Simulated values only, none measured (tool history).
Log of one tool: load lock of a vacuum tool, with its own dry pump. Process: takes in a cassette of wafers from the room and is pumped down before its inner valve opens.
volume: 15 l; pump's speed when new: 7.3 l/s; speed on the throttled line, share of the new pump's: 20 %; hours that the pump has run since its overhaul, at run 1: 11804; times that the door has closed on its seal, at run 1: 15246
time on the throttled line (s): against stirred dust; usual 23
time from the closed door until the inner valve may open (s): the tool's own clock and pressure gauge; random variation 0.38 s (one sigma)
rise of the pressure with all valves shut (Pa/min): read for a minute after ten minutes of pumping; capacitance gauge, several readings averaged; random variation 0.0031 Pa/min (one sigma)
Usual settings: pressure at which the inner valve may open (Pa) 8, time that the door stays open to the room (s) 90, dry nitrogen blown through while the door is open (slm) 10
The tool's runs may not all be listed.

run    hour  time on the throttled line (s)  pressure at which the inner valve may open (Pa)  time that the door stays open to the room (s)  dry nitrogen blown through while the door is open (slm)  hours that the pump has run since its overhaul  times that the door has closed on its seal  incoming humidity of the room's air, %  time from the closed door until the inner valve may open (s)  rise of the pressure with all valves shut (Pa/min)
  1       0                              23                                                8                                             90                                                       10                                           11804                                       15246                                    45.5                                                          41.4                                               0.137
  2   331.7                              23                                                8                                             90                                                       10                                           12135                                       16819                                    41.4                                                          42.1                                               0.133
  3   724.1                              23                                                8                                             90                                                       10                                           12528                                       18681                                    45.6                                                          42.5                                               0.147
      869.4  -- dry pump taken out, an overhauled one fitted
  4  1219.8                              23                                                8                                             90                                                       10                                             350                                       21003                                    46.4                                                          37.6                                                0.16
  5  1639.4                              23                                                8                                             90                                                       10                                             770                                       22994                                    44.8                                                          37.9                                               0.168
  6  1994.1                              23                                                8                                             90                                                       10                                            1125                                       24676                                    44.5                                                          37.8                                               0.176
  7  2366.1                              23                                                8                                             90                                                       10                                            1497                                       26441                                    45.4                                                          38.1                                               0.188
  8  2700.2                              23                                                8                                             90                                                       10                                            1831                                       28025                                    48.3                                                          37.8                                               0.195
  9  3137.2                              36                                                7                                             90                                                       10                                            2268                                       30098                                    42.6                                                          48.8                                               0.189
 10  3685.7                              16                                                8                                             90                                                        7                                            2816                                       32700                                    44.8                                                          33.5                                                0.22
 11  3987.7                              23                                                8                                             90                                                        7                                            3118                                       34132                                    43.5                                                          38.1                                                0.23
 12  4361.9                              23                                                9                                             88                                                        8                                            3493                                       35907                                    45.7                                                          38.5                                               0.239

5 ways to go on from here, each from the tool as it stands after run 12. What would each give?
  A  4723.6                              23                                                9                                             88                                                       26                                            3854                                       37623                                    47.4                                                             ?                                                   ?
  B  4723.6                              23                                                8                                             36                                                       10                                            3854                                       37623                                    47.8                                                             ?                                                   ?
  C  4723.6                              34                                                9                                             88                                                       13                                            3854                                       37623                                    42.7                                                             ?                                                   ?
  D  4723.6                              17                                               15                                             88                                                        8                                            3854                                       37623                                    45.3                                                             ?                                                   ?
  E  4723.6                              23                                                9                                             45                                                        8                                            3854                                       37623                                    41.7                                                             ?                                                   ?

run  time from the closed door until the inner valve may open (s)  rise of the pressure with all valves shut (Pa/min)
  A                                                          38.6                                               0.215
  B                                                            39                                               0.208
  C                                                          47.2                                               0.226
  D                                                          32.1                                               0.246
  E                                                            39                                               0.217
Without the tool's hidden state the same runs would have given:
run  time from the closed door until the inner valve may open (s)  rise of the pressure with all valves shut (Pa/min)
  A                                                          37.9                                               0.071
  B                                                          38.2                                               0.063
  C                                                          46.5                                               0.083
  D                                                          31.3                                                 0.1
  E                                                          38.3                                               0.071
